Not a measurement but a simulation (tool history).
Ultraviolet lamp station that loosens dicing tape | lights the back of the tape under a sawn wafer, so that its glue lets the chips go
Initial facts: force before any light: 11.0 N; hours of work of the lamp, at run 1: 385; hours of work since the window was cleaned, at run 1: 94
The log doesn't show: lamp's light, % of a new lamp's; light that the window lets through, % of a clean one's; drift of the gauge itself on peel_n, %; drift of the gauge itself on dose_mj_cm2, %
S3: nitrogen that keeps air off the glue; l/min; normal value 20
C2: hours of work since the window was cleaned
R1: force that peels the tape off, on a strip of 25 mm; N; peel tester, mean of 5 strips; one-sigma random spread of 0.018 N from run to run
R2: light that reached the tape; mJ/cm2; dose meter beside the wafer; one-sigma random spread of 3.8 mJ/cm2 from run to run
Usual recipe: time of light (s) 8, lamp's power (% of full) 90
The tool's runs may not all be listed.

{"run": 1, "hour": 0.0, "time of light (s)": 8, "lamp's power (% of full)": 90, "S3": 20, "hours of work of the lamp": 385, "C2": 94, "R1": 1.297, "R2": 524}
{"run": 2, "hour": 32.0, "time of light (s)": 8, "lamp's power (% of full)": 90, "S3": 20, "hours of work of the lamp": 403, "C2": 112, "R1": 1.318, "R2": 518}
{"run": 3, "hour": 65.0, "time of light (s)": 8, "lamp's power (% of full)": 90, "S3": 20, "hours of work of the lamp": 422, "C2": 130, "R1": 1.294, "R2": 506}
{"run": 4, "hour": 90.3, "time of light (s)": 8, "lamp's power (% of full)": 90, "S3": 20, "hours of work of the lamp": 436, "C2": 145, "R1": 1.385, "R2": 504}
{"run": 5, "hour": 108.1, "time of light (s)": 8, "lamp's power (% of full)": 90, "S3": 20, "hours of work of the lamp": 446, "C2": 155, "R1": 1.377, "R2": 503}
{"run": 6, "hour": 145.0, "time of light (s)": 8, "lamp's power (% of full)": 90, "S3": 20, "hours of work of the lamp": 467, "C2": 175, "R1": 1.398, "R2": 496}
{"run": 7, "hour": 159.9, "time of light (s)": 8, "lamp's power (% of full)": 90, "S3": 20, "hours of work of the lamp": 475, "C2": 184, "R1": 1.446, "R2": 494}
{"run": 8, "hour": 191.9, "time of light (s)": 8, "lamp's power (% of full)": 89, "S3": 20, "hours of work of the lamp": 493, "C2": 202, "R1": 1.484, "R2": 491}
{"run": 9, "hour": 212.6, "time of light (s)": 6, "lamp's power (% of full)": 77, "S3": 37, "hours of work of the lamp": 505, "C2": 213, "R1": 2.586, "R2": 319}
{"run": 10, "hour": 248.9, "time of light (s)": 8, "lamp's power (% of full)": 90, "S3": 9, "hours of work of the lamp": 525, "C2": 234, "R1": 2.027, "R2": 484}
{"run": 11, "hour": 269.9, "time of light (s)": 8, "lamp's power (% of full)": 90, "S3": 9, "hours of work of the lamp": 537, "C2": 245, "R1": 2.048, "R2": 477}
{"run": 12, "hour": 301.1, "time of light (s)": 15, "lamp's power (% of full)": 90, "S3": 20, "hours of work of the lamp": 554, "C2": 263, "R1": 0.4, "R2": 887}
{"run": 13, "hour": 328.0, "time of light (s)": 11, "lamp's power (% of full)": 79, "S3": 20, "hours of work of the lamp": 569, "C2": 278, "R1": 1.105, "R2": 566}
{"run": 14, "hour": 359.5, "time of light (s)": 8, "lamp's power (% of full)": 90, "S3": 7, "hours of work of the lamp": 587, "C2": 296, "R1": 2.448, "R2": 465}
{"run": 15, "hour": 385.1, "time of light (s)": 9, "lamp's power (% of full)": 60, "S3": 13, "hours of work of the lamp": 602, "C2": 310, "R1": 2.831, "R2": 343}

Branching from run 15: 4 alternative next runs. What would each branch give?
{"run": "A", "hour": 403.0, "time of light (s)": 8, "lamp's power (% of full)": 87, "S3": 38, "hours of work of the lamp": 612, "C2": 320, "R1": "?", "R2": "?"}
{"run": "B", "hour": 403.0, "time of light (s)": 4, "lamp's power (% of full)": 83, "S3": 6, "hours of work of the lamp": 612, "C2": 320, "R1": "?", "R2": "?"}
{"run": "C", "hour": 403.0, "time of light (s)": 13, "lamp's power (% of full)": 78, "S3": 20, "hours of work of the lamp": 612, "C2": 320, "R1": "?", "R2": "?"}
{"run": "D", "hour": 403.0, "time of light (s)": 10, "lamp's power (% of full)": 60, "S3": 13, "hours of work of the lamp": 612, "C2": 320, "R1": "?", "R2": "?"}

run=A R1=1.448 R2=442
run=B R1=5.813 R2=213
run=C R1=0.803 R2=640
run=D R1=2.536 R2=377
Without the tool's hidden state the same runs would have given:
run=A R1=0.725 R2=614
run=B R1=4.473 R2=296
run=C R1=0.38 R2=892
run=D R1=1.478 R2=526

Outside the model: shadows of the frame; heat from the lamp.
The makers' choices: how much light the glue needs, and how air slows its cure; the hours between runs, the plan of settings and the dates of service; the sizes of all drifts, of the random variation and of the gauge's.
